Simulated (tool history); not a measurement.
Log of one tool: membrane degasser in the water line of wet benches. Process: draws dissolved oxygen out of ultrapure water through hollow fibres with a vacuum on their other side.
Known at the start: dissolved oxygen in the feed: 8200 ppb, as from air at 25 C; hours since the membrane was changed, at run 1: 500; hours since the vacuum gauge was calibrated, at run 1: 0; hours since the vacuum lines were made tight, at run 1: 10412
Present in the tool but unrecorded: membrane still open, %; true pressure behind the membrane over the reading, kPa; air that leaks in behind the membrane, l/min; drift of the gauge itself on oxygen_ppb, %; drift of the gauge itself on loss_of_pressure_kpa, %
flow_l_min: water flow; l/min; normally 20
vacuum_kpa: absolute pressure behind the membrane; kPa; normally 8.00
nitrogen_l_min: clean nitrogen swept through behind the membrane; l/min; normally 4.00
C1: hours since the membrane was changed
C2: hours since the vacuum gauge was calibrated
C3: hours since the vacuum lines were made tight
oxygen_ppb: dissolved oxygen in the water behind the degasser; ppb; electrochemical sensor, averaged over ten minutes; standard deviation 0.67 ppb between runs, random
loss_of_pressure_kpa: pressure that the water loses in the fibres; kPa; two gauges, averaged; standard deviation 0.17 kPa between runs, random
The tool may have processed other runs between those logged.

run 1 hour=0.0 | flow_l_min=20 vacuum_kpa=8.00 nitrogen_l_min=4.00 | C1=500 C2=0 C3=10412 | oxygen_ppb=60.5 loss_of_pressure_kpa=29.46
run 2 hour=41.5 | flow_l_min=20 vacuum_kpa=5.80 nitrogen_l_min=4.00 | C1=541 C2=42 C3=10454 | oxygen_ppb=34.8 loss_of_pressure_kpa=29.18
run 3 hour=64.7 | flow_l_min=26 vacuum_kpa=5.80 nitrogen_l_min=4.00 | C1=564 C2=65 C3=10477 | oxygen_ppb=45.3 loss_of_pressure_kpa=38.47
run 4 hour=116.9 | flow_l_min=26 vacuum_kpa=5.80 nitrogen_l_min=4.00 | C1=617 C2=117 C3=10529 | oxygen_ppb=45.0 loss_of_pressure_kpa=38.28
run 5 hour=159.2 | flow_l_min=20 vacuum_kpa=8.00 nitrogen_l_min=4.00 | C1=659 C2=159 C3=10571 | oxygen_ppb=60.3 loss_of_pressure_kpa=29.48
run 6 hour=199.3 | flow_l_min=20 vacuum_kpa=8.00 nitrogen_l_min=4.00 | C1=699 C2=199 C3=10611 | oxygen_ppb=59.4 loss_of_pressure_kpa=29.51
run 7 hour=245.8 | flow_l_min=20 vacuum_kpa=8.00 nitrogen_l_min=4.00 | C1=746 C2=246 C3=10658 | oxygen_ppb=59.6 loss_of_pressure_kpa=29.22
run 8 hour=279.6 | flow_l_min=20 vacuum_kpa=8.00 nitrogen_l_min=4.00 | C1=779 C2=280 C3=10692 | oxygen_ppb=59.9 loss_of_pressure_kpa=29.71
run 9 hour=323.4 | flow_l_min=20 vacuum_kpa=8.00 nitrogen_l_min=4.00 | C1=823 C2=323 C3=10735 | oxygen_ppb=59.6 loss_of_pressure_kpa=29.42
run 10 hour=353.3 | flow_l_min=20 vacuum_kpa=8.00 nitrogen_l_min=4.00 | C1=853 C2=353 C3=10765 | oxygen_ppb=59.9 loss_of_pressure_kpa=29.28
run 11 hour=400.0 | flow_l_min=13 vacuum_kpa=10.93 nitrogen_l_min=4.92 | C1=900 C2=400 C3=10812 | oxygen_ppb=51.4 loss_of_pressure_kpa=19.18
run 12 hour=440.7 | flow_l_min=13 vacuum_kpa=10.93 nitrogen_l_min=4.92 | C1=940 C2=441 C3=10853 | oxygen_ppb=50.1 loss_of_pressure_kpa=19.08
run 13 hour=478.8 | flow_l_min=13 vacuum_kpa=10.93 nitrogen_l_min=8.93 | C1=979 C2=479 C3=10891 | oxygen_ppb=28.8 loss_of_pressure_kpa=19.31
run 14 hour=527.7 | flow_l_min=20 vacuum_kpa=10.55 nitrogen_l_min=1.97 | C1=1027 C2=528 C3=10940 | oxygen_ppb=175.8 loss_of_pressure_kpa=29.58
run 15 hour=571.9 | flow_l_min=20 vacuum_kpa=10.55 nitrogen_l_min=1.97 | C1=1072 C2=572 C3=10984 | oxygen_ppb=176.0 loss_of_pressure_kpa=29.82
run 16 hour=622.9 | flow_l_min=20 vacuum_kpa=10.55 nitrogen_l_min=1.97 | C1=1123 C2=623 C3=11035 | oxygen_ppb=175.5 loss_of_pressure_kpa=29.37
run 17 hour=662.5 | flow_l_min=17 vacuum_kpa=15.09 nitrogen_l_min=4.00 | C1=1162 C2=662 C3=11075 | oxygen_ppb=123.2 loss_of_pressure_kpa=25.07
run 18 hour=692.8 | flow_l_min=17 vacuum_kpa=15.09 nitrogen_l_min=4.00 | C1=1193 C2=693 C3=11105 | oxygen_ppb=125.5 loss_of_pressure_kpa=24.88
run 19 hour=725.9 | flow_l_min=20 vacuum_kpa=9.16 nitrogen_l_min=9.75 | C1=1226 C2=726 C3=11138 | oxygen_ppb=31.7 loss_of_pressure_kpa=29.53
run 20 hour=766.6 | flow_l_min=13 vacuum_kpa=8.00 nitrogen_l_min=3.22 | C1=1266 C2=767 C3=11179 | oxygen_ppb=48.7 loss_of_pressure_kpa=19.28

4 ways to go on from here, each from the tool as it stands after run 20. What would each give?
run A hour=816.4 | flow_l_min=13 vacuum_kpa=8.00 nitrogen_l_min=3.40 | C1=1316 C2=816 C3=11228 | oxygen_ppb=? loss_of_pressure_kpa=?
run B hour=816.4 | flow_l_min=13 vacuum_kpa=14.47 nitrogen_l_min=5.31 | C1=1316 C2=816 C3=11228 | oxygen_ppb=? loss_of_pressure_kpa=?
run C hour=816.4 | flow_l_min=13 vacuum_kpa=10.24 nitrogen_l_min=3.22 | C1=1316 C2=816 C3=11228 | oxygen_ppb=? loss_of_pressure_kpa=?
run D hour=816.4 | flow_l_min=24 vacuum_kpa=16.43 nitrogen_l_min=3.22 | C1=1316 C2=816 C3=11228 | oxygen_ppb=? loss_of_pressure_kpa=?

run=A oxygen_ppb=46.2 loss_of_pressure_kpa=19.20
run=B oxygen_ppb=68.0 loss_of_pressure_kpa=19.26
run=C oxygen_ppb=70.9 loss_of_pressure_kpa=19.53
run=D oxygen_ppb=230.6 loss_of_pressure_kpa=35.37
Had the tool no hidden state, the same runs would have come out as:
run=A oxygen_ppb=46.1 loss_of_pressure_kpa=19.20
run=B oxygen_ppb=67.9 loss_of_pressure_kpa=19.26
run=C oxygen_ppb=70.9 loss_of_pressure_kpa=19.53
run=D oxygen_ppb=230.5 loss_of_pressure_kpa=35.37
